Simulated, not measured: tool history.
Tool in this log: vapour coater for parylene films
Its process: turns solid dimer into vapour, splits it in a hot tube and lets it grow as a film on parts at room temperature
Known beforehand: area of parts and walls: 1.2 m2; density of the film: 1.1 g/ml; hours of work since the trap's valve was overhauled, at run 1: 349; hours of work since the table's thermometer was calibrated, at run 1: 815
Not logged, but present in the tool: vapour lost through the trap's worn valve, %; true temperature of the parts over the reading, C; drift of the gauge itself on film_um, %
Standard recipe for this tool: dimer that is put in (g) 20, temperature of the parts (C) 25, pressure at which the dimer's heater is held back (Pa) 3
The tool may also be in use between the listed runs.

run,hour,dimer that is put in (g),temperature of the parts (C),pressure at which the dimer's heater is held back (Pa),hours of work since the trap's valve was overhauled,hours of work since the table's thermometer was calibrated,thickness of the film (µm)
1,0,20,25,3,349,815,11.57
2,50,20,25,2.45,378,844,12.03
3,89.4,20,25,2.45,401,867,12.07
4,127.6,20,25,2.45,424,890,11.94
5,168.9,20,37,3,448,914,8.89
6,205.2,20,34,3,469,935,9.35
7,251.3,20,25,2.05,496,962,12.41
8,280.6,20,25,3,513,979,11.27
9,329.8,20,25,3,542,1008,11.18
10,374.3,20,25,3,568,1034,11.28
11,430.3,20,25,3,601,1066,11.16
# hour 441.4: trap's valve overhauled
12,470.7,20,25,3,17,1088,12.16
13,496.4,20,25,3,32,1103,12.05
14,535.4,20,25,3,55,1125,12.03
15,585.7,30,25,3,84,1155,18.09
16,626,20,25,3,108,1178,11.94
17,677.3,20,32,3,138,1208,10.19
18,721.5,20,32,2.15,164,1234,11.22
19,775,20,32,2.15,195,1265,11.17
20,811.9,20,25,3,216,1287,11.69
21,867.9,20,25,3,249,1319,11.77
22,895.2,14,29,3,265,1335,7.55
23,923.1,20,36,5.51,281,1352,8.08
24,969.2,20,36,5.51,308,1379,8.04
25,1026.2,18,25,11.49,341,1412,7.55
26,1074.9,18,25,11.49,370,1440,7.51
27,1115,18,25,11.49,393,1464,7.49
28,1153.4,27,29,3,416,1486,14.39
29,1197.2,29,25,11.55,441,1512,12.13
30,1247.5,19,25,3.36,471,1541,10.55
31,1276.1,19,25,3.36,487,1558,10.63
32,1320.8,24,36,5.43,513,1584,9.4
33,1354.2,8,17,5.43,533,1603,4.64
34,1401,36,19,8.23,560,1631,17.98
35,1451.6,8,28,7.18,590,1660,3.45
# hour 1484.2: trap's valve overhauled
36,1487,34,25,3,2,1679,20.81
37,1517.3,34,25,3,19,1696,20.77
38,1558.7,34,22,3.83,43,1720,20.62
39,1612.2,11,25,3,75,1752,6.52
40,1644,10,27,4.16,93,1770,5.27
41,1684.2,10,26,2.03,117,1794,6.47

5 ways to go on from here, each from the tool as it stands after run 41. What would each give?
A,1731.2,10,26,2.75,144,1821,?
B,1731.2,16,37,8.07,144,1821,?
C,1731.2,26,35,10.62,144,1821,?
D,1731.2,16,25,3,144,1821,?
E,1731.2,16,20,6.37,144,1821,?

run,thickness of the film (µm)
A,5.96
B,5.72
C,9.19
D,9.63
E,8.71
What these runs would have given with no unlogged condition in the tool:
run,thickness of the film (µm)
A,6.02
B,5.77
C,9.27
D,9.71
E,8.79

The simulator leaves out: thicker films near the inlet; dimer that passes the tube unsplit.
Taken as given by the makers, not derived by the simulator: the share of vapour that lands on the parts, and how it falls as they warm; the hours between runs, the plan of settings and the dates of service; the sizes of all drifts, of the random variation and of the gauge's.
